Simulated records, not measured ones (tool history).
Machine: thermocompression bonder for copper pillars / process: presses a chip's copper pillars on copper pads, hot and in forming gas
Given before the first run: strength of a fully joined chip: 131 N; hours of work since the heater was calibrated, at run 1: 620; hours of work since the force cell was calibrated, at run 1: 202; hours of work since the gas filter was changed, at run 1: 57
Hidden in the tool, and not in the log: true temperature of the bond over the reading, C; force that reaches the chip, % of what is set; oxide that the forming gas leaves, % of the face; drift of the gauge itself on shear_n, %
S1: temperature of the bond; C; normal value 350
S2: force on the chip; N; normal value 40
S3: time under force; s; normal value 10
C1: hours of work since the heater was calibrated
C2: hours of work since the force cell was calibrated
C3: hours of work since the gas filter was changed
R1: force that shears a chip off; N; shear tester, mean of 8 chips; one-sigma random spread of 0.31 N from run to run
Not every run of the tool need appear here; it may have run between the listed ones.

run,hour,S1,S2,S3,C1,C2,C3,R1
1,0,350,40,10,620,202,57,49.9
2,7.3,350,40,10,625,207,62,49.5
3,12.3,350,36,10,628,210,65,45
4,21.7,350,34,10,634,216,71,41.7
5,32,350,34,10,640,222,77,42.3
6,42.9,350,34,10,647,229,84,41.7
# hour 45.8: heater calibrated with a thermocouple chip
7,53.4,350,40,6,5,234,89,38.4
8,58,350,40,6,8,237,92,38.6
9,68.5,350,40,6,14,243,98,37.9
10,75.4,350,40,6,18,248,103,38.3
11,85,350,40,6,24,254,108,38.2
12,89.8,323,40,21,27,257,111,44.2
13,95.5,323,40,21,31,260,115,44.3
14,102,340,58,21,35,264,119,75.1
# hour 106.2: heater calibrated with a thermocouple chip, once more
15,111.6,328,40,10,3,269,124,38.9
16,116.6,328,40,10,6,272,127,39.3
17,125.5,354,26,10,12,277,132,35.1
18,131.3,354,26,10,16,281,136,34.5
19,142.2,333,40,11,22,288,143,43.3
20,148.9,333,40,16,26,292,147,49.7
21,157.3,333,40,16,32,297,152,49.6

How the hidden state differs across the entries between the runs, from the last listed run before each to the first after it:
In the gap between runs 6 and 7: heater calibrated with a thermocouple chip (hour 45.8)
  true temperature of the bond over the reading, C: -4.7 -> -7.6; force that reaches the chip, % of what is set: 101.4 -> 101.5; oxide that the forming gas leaves, % of the face: 3.39 -> 3.56
  measured minus no-state result, R1: -3.1 -> -4.5 N
In the gap between runs 14 and 15: heater calibrated with a thermocouple chip, once more (hour 106.2)
  true temperature of the bond over the reading, C: -7.8 -> 0.2; force that reaches the chip, % of what is set: 101.6 -> 101.7; oxide that the forming gas leaves, % of the face: 4.55 -> 4.7
  measured minus no-state result, R1: -8.1 -> -1 N
